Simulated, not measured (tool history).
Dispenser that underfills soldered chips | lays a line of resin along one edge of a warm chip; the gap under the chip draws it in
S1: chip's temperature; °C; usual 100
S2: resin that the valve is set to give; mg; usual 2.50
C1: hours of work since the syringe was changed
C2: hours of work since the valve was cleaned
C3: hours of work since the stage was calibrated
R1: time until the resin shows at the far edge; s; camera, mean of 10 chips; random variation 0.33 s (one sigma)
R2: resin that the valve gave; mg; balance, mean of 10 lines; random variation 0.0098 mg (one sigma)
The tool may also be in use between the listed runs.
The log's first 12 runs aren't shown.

run   hour   S1    S2  C1  C2   C3    R1     R2
      94.8  -- new syringe of resin
 13  100.1  108  2.50   4  31  232  14.6  2.475
     104.6  -- new syringe of resin
 14  106.6  109  2.50   1  36  237  11.4  2.464
 15  113.6  109  2.50   7  41  242  17.9  2.473
     114.7  -- new syringe of resin
 16  120.7  109  2.50   4  46  247  15.4  2.447
     124.4  -- new syringe of resin
 17  130.1  109  2.50   4  53  254  14.5  2.452
     134.1  -- new syringe of resin
 18  139.1   97  2.73   4  60  261  20.2  2.660
     143.9  -- new syringe of resin
 19  147.3  109  2.71   3  66  267  13.0  2.629
     153.6  -- new syringe of resin
 20  154.8   87  2.25   1  71  272  23.2  2.188
     160.5  -- dispensing valve cleaned and set on the balance
     164.2  -- new syringe of resin
 21  166.5  104  2.25   2   4  280  14.8  2.253
 22  171.5  106  2.29   5   8  284  18.5  2.294
     173.9  -- new syringe of resin
 23  179.7  110  2.83   4  14  290  14.2  2.809
     183.5  -- new syringe of resin
 24  190.7  111  2.87   5  22  298  14.6  2.842
     192.9  -- new syringe of resin
     202.4  -- new syringe of resin
 25  202.4   86  2.49   0  30  306  21.9  2.454
 26  209.8  107  2.40   6  36  312  16.8  2.367
     212.1  -- new syringe of resin
 27  220.8   99  2.32   7  44  320  23.3  2.282
     221.9  -- new syringe of resin
     228.9  -- stage's temperature calibrated
     232.5  -- new syringe of resin
 28  233.2   99  2.32   1  52    3  16.6  2.268
     242.6  -- new syringe of resin
 29  244.3  100  2.42   1  60   11  17.1  2.342
 30  251.6  100  2.33   7  66   17  25.2  2.250
     252.7  -- new syringe of resin
 31  257.4   86  2.25   3  70   21  30.5  2.162
     262.3  -- new syringe of resin
     264.8  -- dispensing valve cleaned and set on the balance
 32  267.3  102  3.13   3   2   27  17.3  3.118
     273.0  -- new syringe of resin
 33  277.1  114  3.13   3   9   34  11.9  3.101
     283.4  -- new syringe of resin
 34  283.8  114  2.51   0  14   39  10.0  2.493

Forecast each of these 3 alternatives for the next run:
  A  292.0   88  2.43   6  20  45   ?   ?
  B  292.0  101  2.30   6  20  45   ?   ?
  C  292.0  100  3.09   6  20  45   ?   ?

run    R1     R2
  A  36.0  2.400
  B  23.7  2.288
  C  23.6  3.052
Without the tool's hidden state the same runs would have given:
run    R1     R2
  A  21.7  2.423
  B  14.3  2.310
  C  14.3  3.082
